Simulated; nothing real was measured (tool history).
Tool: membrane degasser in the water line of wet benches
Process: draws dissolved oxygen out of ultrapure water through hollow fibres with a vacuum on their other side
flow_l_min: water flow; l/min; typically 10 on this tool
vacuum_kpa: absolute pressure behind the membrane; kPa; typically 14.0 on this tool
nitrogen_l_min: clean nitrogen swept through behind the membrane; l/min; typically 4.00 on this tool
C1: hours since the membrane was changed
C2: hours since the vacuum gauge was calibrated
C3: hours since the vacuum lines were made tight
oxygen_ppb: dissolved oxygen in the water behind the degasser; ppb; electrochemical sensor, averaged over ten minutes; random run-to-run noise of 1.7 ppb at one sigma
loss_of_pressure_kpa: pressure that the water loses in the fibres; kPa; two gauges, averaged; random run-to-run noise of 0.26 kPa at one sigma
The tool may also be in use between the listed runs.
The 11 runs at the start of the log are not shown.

run 12 hour=1489.4 | flow_l_min=10 vacuum_kpa=14.0 nitrogen_l_min=3.25 | C1=5076 C2=1489 C3=3226 | oxygen_ppb=204.3 loss_of_pressure_kpa=72.05
run 13 hour=1635.0 | flow_l_min=12 vacuum_kpa=14.0 nitrogen_l_min=4.00 | C1=5221 C2=1635 C3=3372 | oxygen_ppb=264.9 loss_of_pressure_kpa=87.28
run 14 hour=1742.6 | flow_l_min=10 vacuum_kpa=14.0 nitrogen_l_min=4.00 | C1=5329 C2=1743 C3=3479 | oxygen_ppb=189.3 loss_of_pressure_kpa=72.39
run 15 hour=1877.2 | flow_l_min=10 vacuum_kpa=14.0 nitrogen_l_min=4.00 | C1=5464 C2=1877 C3=3614 | oxygen_ppb=185.6 loss_of_pressure_kpa=72.56
-- hour=1889.1 vacuum gauge calibrated
run 16 hour=1951.4 | flow_l_min=10 vacuum_kpa=14.0 nitrogen_l_min=9.92 | C1=5537 C2=62 C3=3688 | oxygen_ppb=151.4 loss_of_pressure_kpa=72.39
run 17 hour=2035.1 | flow_l_min=10 vacuum_kpa=14.0 nitrogen_l_min=9.92 | C1=5621 C2=146 C3=3771 | oxygen_ppb=147.5 loss_of_pressure_kpa=72.70
run 18 hour=2117.8 | flow_l_min=10 vacuum_kpa=14.0 nitrogen_l_min=9.92 | C1=5704 C2=229 C3=3854 | oxygen_ppb=148.9 loss_of_pressure_kpa=72.61
-- hour=2143.7 vacuum gauge calibrated, once more
run 19 hour=2283.3 | flow_l_min=10 vacuum_kpa=19.9 nitrogen_l_min=9.92 | C1=5869 C2=140 C3=4019 | oxygen_ppb=164.5 loss_of_pressure_kpa=72.59
run 20 hour=2420.9 | flow_l_min=10 vacuum_kpa=19.9 nitrogen_l_min=9.92 | C1=6006 C2=277 C3=4157 | oxygen_ppb=167.2 loss_of_pressure_kpa=72.69
run 21 hour=2584.9 | flow_l_min=9 vacuum_kpa=27.2 nitrogen_l_min=4.00 | C1=6170 C2=441 C3=4321 | oxygen_ppb=228.2 loss_of_pressure_kpa=65.99
run 22 hour=2713.6 | flow_l_min=9 vacuum_kpa=27.2 nitrogen_l_min=4.00 | C1=6299 C2=570 C3=4449 | oxygen_ppb=230.9 loss_of_pressure_kpa=66.08
run 23 hour=2892.6 | flow_l_min=10 vacuum_kpa=13.3 nitrogen_l_min=1.62 | C1=6478 C2=749 C3=4628 | oxygen_ppb=275.3 loss_of_pressure_kpa=72.82
run 24 hour=3001.4 | flow_l_min=10 vacuum_kpa=21.4 nitrogen_l_min=1.62 | C1=6587 C2=858 C3=4737 | oxygen_ppb=387.7 loss_of_pressure_kpa=73.64
run 25 hour=3178.3 | flow_l_min=12 vacuum_kpa=23.9 nitrogen_l_min=1.62 | C1=6764 C2=1035 C3=4914 | oxygen_ppb=545.4 loss_of_pressure_kpa=87.74
run 26 hour=3350.6 | flow_l_min=15 vacuum_kpa=9.1 nitrogen_l_min=2.53 | C1=6936 C2=1207 C3=5086 | oxygen_ppb=398.1 loss_of_pressure_kpa=109.17
run 27 hour=3481.8 | flow_l_min=15 vacuum_kpa=9.1 nitrogen_l_min=2.53 | C1=7067 C2=1338 C3=5218 | oxygen_ppb=408.6 loss_of_pressure_kpa=109.99
run 28 hour=3559.6 | flow_l_min=8 vacuum_kpa=10.7 nitrogen_l_min=8.36 | C1=7145 C2=1416 C3=5295 | oxygen_ppb=88.6 loss_of_pressure_kpa=58.81
run 29 hour=3713.2 | flow_l_min=12 vacuum_kpa=31.0 nitrogen_l_min=2.64 | C1=7299 C2=1570 C3=5449 | oxygen_ppb=498.1 loss_of_pressure_kpa=88.44
run 30 hour=3848.7 | flow_l_min=12 vacuum_kpa=31.0 nitrogen_l_min=2.64 | C1=7434 C2=1705 C3=5584 | oxygen_ppb=497.4 loss_of_pressure_kpa=87.98
run 31 hour=3946.6 | flow_l_min=13 vacuum_kpa=13.5 nitrogen_l_min=2.28 | C1=7532 C2=1803 C3=5682 | oxygen_ppb=381.0 loss_of_pressure_kpa=95.32
run 32 hour=4022.1 | flow_l_min=8 vacuum_kpa=24.4 nitrogen_l_min=4.00 | C1=7607 C2=1878 C3=5758 | oxygen_ppb=178.0 loss_of_pressure_kpa=58.89

Branching from run 32: 4 alternative next runs. What would each branch give?
run A hour=4198.1 | flow_l_min=15 vacuum_kpa=10.6 nitrogen_l_min=2.34 | C1=7783 C2=2054 C3=5934 | oxygen_ppb=? loss_of_pressure_kpa=?
run B hour=4198.1 | flow_l_min=12 vacuum_kpa=24.4 nitrogen_l_min=4.00 | C1=7783 C2=2054 C3=5934 | oxygen_ppb=? loss_of_pressure_kpa=?
run C hour=4198.1 | flow_l_min=13 vacuum_kpa=11.5 nitrogen_l_min=4.00 | C1=7783 C2=2054 C3=5934 | oxygen_ppb=? loss_of_pressure_kpa=?
run D hour=4198.1 | flow_l_min=15 vacuum_kpa=9.1 nitrogen_l_min=4.00 | C1=7783 C2=2054 C3=5934 | oxygen_ppb=? loss_of_pressure_kpa=?

run=A oxygen_ppb=435.9 loss_of_pressure_kpa=110.68
run=B oxygen_ppb=364.0 loss_of_pressure_kpa=88.42
run=C oxygen_ppb=303.9 loss_of_pressure_kpa=96.04
run=D oxygen_ppb=380.3 loss_of_pressure_kpa=110.49
Without the tool's hidden state the same runs would have given:
run=A oxygen_ppb=376.7 loss_of_pressure_kpa=104.42
run=B oxygen_ppb=318.9 loss_of_pressure_kpa=83.42
run=C oxygen_ppb=256.9 loss_of_pressure_kpa=90.63
run=D oxygen_ppb=321.7 loss_of_pressure_kpa=104.24
